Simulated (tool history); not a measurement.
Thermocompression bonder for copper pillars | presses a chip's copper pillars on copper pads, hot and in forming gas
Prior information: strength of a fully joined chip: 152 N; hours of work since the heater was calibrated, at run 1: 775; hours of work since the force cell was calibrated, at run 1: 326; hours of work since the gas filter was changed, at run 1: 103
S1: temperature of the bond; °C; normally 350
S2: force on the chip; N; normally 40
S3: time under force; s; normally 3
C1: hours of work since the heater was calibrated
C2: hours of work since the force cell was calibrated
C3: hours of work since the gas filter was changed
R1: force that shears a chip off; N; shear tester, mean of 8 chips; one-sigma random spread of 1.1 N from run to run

run 1 hour=0.0 | S1=350 S2=40 S3=3 | C1=775 C2=326 C3=103 | R1=97.7
run 2 hour=11.4 | S1=350 S2=40 S3=3 | C1=783 C2=334 C3=110 | R1=98.4
run 3 hour=20.5 | S1=350 S2=40 S3=3 | C1=789 C2=340 C3=116 | R1=96.8
run 4 hour=32.5 | S1=350 S2=40 S3=3 | C1=796 C2=347 C3=124 | R1=97.3
run 5 hour=43.5 | S1=350 S2=40 S3=3 | C1=804 C2=355 C3=132 | R1=97.3
run 6 hour=53.4 | S1=350 S2=40 S3=3 | C1=810 C2=361 C3=138 | R1=98.4
run 7 hour=68.0 | S1=350 S2=40 S3=3 | C1=820 C2=371 C3=148 | R1=97.5
run 8 hour=81.4 | S1=350 S2=40 S3=3 | C1=828 C2=380 C3=156 | R1=97.2
run 9 hour=91.7 | S1=350 S2=40 S3=3 | C1=835 C2=386 C3=163 | R1=97.5
run 10 hour=98.4 | S1=350 S2=40 S3=3 | C1=840 C2=391 C3=167 | R1=99.2
run 11 hour=107.4 | S1=350 S2=40 S3=3 | C1=846 C2=397 C3=173 | R1=97.7
run 12 hour=121.7 | S1=350 S2=40 S3=3 | C1=855 C2=406 C3=183 | R1=96.8
run 13 hour=134.8 | S1=350 S2=40 S3=3 | C1=863 C2=415 C3=191 | R1=94.5
run 14 hour=148.4 | S1=350 S2=37 S3=3 | C1=872 C2=423 C3=200 | R1=91.9
run 15 hour=159.0 | S1=350 S2=34 S3=3 | C1=879 C2=430 C3=207 | R1=87.7
run 16 hour=167.0 | S1=350 S2=40 S3=2 | C1=885 C2=436 C3=212 | R1=86.1
run 17 hour=177.7 | S1=350 S2=40 S3=2 | C1=892 C2=443 C3=219 | R1=84.1
run 18 hour=188.4 | S1=350 S2=40 S3=2 | C1=899 C2=450 C3=226 | R1=85.3
run 19 hour=197.8 | S1=350 S2=40 S3=2 | C1=905 C2=456 C3=233 | R1=85.0
run 20 hour=204.5 | S1=350 S2=40 S3=2 | C1=909 C2=460 C3=237 | R1=84.6
run 21 hour=211.5 | S1=360 S2=33 S3=5 | C1=914 C2=465 C3=242 | R1=103.8
run 22 hour=226.5 | S1=360 S2=33 S3=5 | C1=923 C2=475 C3=251 | R1=103.8
run 23 hour=238.0 | S1=345 S2=28 S3=3 | C1=931 C2=482 C3=259 | R1=74.4
run 24 hour=249.0 | S1=363 S2=26 S3=3 | C1=938 C2=489 C3=266 | R1=81.0
run 25 hour=256.4 | S1=363 S2=26 S3=3 | C1=943 C2=494 C3=271 | R1=78.5
run 26 hour=271.5 | S1=363 S2=26 S3=3 | C1=953 C2=504 C3=281 | R1=81.0
run 27 hour=283.2 | S1=357 S2=26 S3=3 | C1=961 C2=512 C3=289 | R1=77.7
run 28 hour=293.9 | S1=378 S2=52 S3=3 | C1=968 C2=519 C3=296 | R1=123.2
run 29 hour=302.1 | S1=378 S2=52 S3=3 | C1=973 C2=524 C3=301 | R1=122.6
run 30 hour=317.2 | S1=352 S2=38 S3=2 | C1=983 C2=534 C3=311 | R1=84.4
run 31 hour=324.5 | S1=352 S2=38 S3=2 | C1=988 C2=539 C3=316 | R1=81.7
run 32 hour=334.5 | S1=352 S2=38 S3=2 | C1=994 C2=545 C3=322 | R1=84.1
run 33 hour=346.4 | S1=352 S2=44 S3=2 | C1=1002 C2=553 C3=330 | R1=89.2
run 34 hour=359.8 | S1=352 S2=44 S3=2 | C1=1011 C2=562 C3=339 | R1=90.2
run 35 hour=370.4 | S1=345 S2=25 S3=2 | C1=1018 C2=569 C3=346 | R1=58.1
run 36 hour=376.6 | S1=372 S2=25 S3=3 | C1=1022 C2=573 C3=350 | R1=82.8
run 37 hour=384.5 | S1=342 S2=25 S3=3 | C1=1027 C2=578 C3=355 | R1=66.0
run 38 hour=392.5 | S1=363 S2=46 S3=3 | C1=1032 C2=583 C3=360 | R1=109.7
run 39 hour=407.2 | S1=336 S2=45 S3=3 | C1=1042 C2=593 C3=370 | R1=92.7

Alternative continuations, all from the tool just after run 39; predict every row:
run A hour=422.8 | S1=375 S2=51 S3=3 | C1=1052 C2=603 C3=380 | R1=?
run B hour=422.8 | S1=365 S2=32 S3=3 | C1=1052 C2=603 C3=380 | R1=?
run C hour=422.8 | S1=350 S2=25 S3=5 | C1=1052 C2=603 C3=380 | R1=?
run D hour=422.8 | S1=354 S2=45 S3=7 | C1=1052 C2=603 C3=380 | R1=?
run E hour=422.8 | S1=336 S2=39 S3=3 | C1=1052 C2=603 C3=380 | R1=?

run=A R1=117.6
run=B R1=90.4
run=C R1=83.0
run=D R1=122.9
run=E R1=84.9
What these runs would have given with no unlogged condition in the tool:
run=A R1=126.3
run=B R1=98.9
run=C R1=91.5
run=D R1=132.1
run=E R1=93.9

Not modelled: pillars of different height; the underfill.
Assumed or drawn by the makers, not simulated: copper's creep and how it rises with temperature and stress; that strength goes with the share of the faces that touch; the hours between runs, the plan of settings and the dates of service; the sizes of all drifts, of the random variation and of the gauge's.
